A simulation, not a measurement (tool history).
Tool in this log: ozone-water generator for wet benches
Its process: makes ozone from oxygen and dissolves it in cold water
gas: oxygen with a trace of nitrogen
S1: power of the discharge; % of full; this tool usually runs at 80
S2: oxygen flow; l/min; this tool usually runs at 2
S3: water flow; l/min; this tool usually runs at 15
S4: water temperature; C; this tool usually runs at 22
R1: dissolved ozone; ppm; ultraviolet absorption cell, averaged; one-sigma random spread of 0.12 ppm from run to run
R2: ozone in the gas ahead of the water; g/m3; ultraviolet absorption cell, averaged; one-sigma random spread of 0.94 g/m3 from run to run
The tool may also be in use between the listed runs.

{"run": 1, "hour": 0.0, "S1": 80, "S2": 2, "S3": 15, "S4": 22, "R1": 9.4, "R2": 156.9}
{"run": 2, "hour": 133.8, "S1": 80, "S2": 2, "S3": 15, "S4": 22, "R1": 9.5, "R2": 158}
{"run": 3, "hour": 256.2, "S1": 80, "S2": 2, "S3": 15, "S4": 22, "R1": 9.6, "R2": 157.6}
{"run": 4, "hour": 352.3, "S1": 80, "S2": 2, "S3": 15, "S4": 22, "R1": 9.7, "R2": 157.2}
{"run": 5, "hour": 459.7, "S1": 80, "S2": 2, "S3": 15, "S4": 22, "R1": 9.5, "R2": 156.7}
{"run": 6, "hour": 580.3, "S1": 80, "S2": 2, "S3": 14, "S4": 22, "R1": 10.1, "R2": 157.3}
{"run": 7, "hour": 656.9, "S1": 80, "S2": 2, "S3": 15, "S4": 22, "R1": 9.3, "R2": 156.5}
{"run": 8, "hour": 769.4, "S1": 99, "S2": 2.01, "S3": 20, "S4": 25, "R1": 7.6, "R2": 185.4}
{"run": 9, "hour": 854.7, "S1": 43, "S2": 2.33, "S3": 16, "S4": 25, "R1": 5.4, "R2": 90.8}
{"run": 10, "hour": 921.4, "S1": 95, "S2": 2.33, "S3": 11, "S4": 25, "R1": 14.5, "R2": 165.2}
{"run": 11, "hour": 995.7, "S1": 95, "S2": 1.02, "S3": 11, "S4": 18, "R1": 13.5, "R2": 249.5}
{"run": 12, "hour": 1064.2, "S1": 59, "S2": 2.57, "S3": 11, "S4": 20, "R1": 10.9, "R2": 110.3}
{"run": 13, "hour": 1157.3, "S1": 59, "S2": 2.57, "S3": 11, "S4": 20, "R1": 10.6, "R2": 109.3}
{"run": 14, "hour": 1263.0, "S1": 40, "S2": 2, "S3": 15, "S4": 22, "R1": 5.9, "R2": 92.4}

Not shown: 1 entry that the log had between the listed runs. Between which runs, and how does the tool's hidden state differ before and after?
From run 13 to run 14: water thermometer calibrated (hour 1263)
  drift of the gauge itself on gas_g_m3, %: -1.12 -> -1.22
  measured minus no-state result, R2: -1.4 -> -1.2 g/m3

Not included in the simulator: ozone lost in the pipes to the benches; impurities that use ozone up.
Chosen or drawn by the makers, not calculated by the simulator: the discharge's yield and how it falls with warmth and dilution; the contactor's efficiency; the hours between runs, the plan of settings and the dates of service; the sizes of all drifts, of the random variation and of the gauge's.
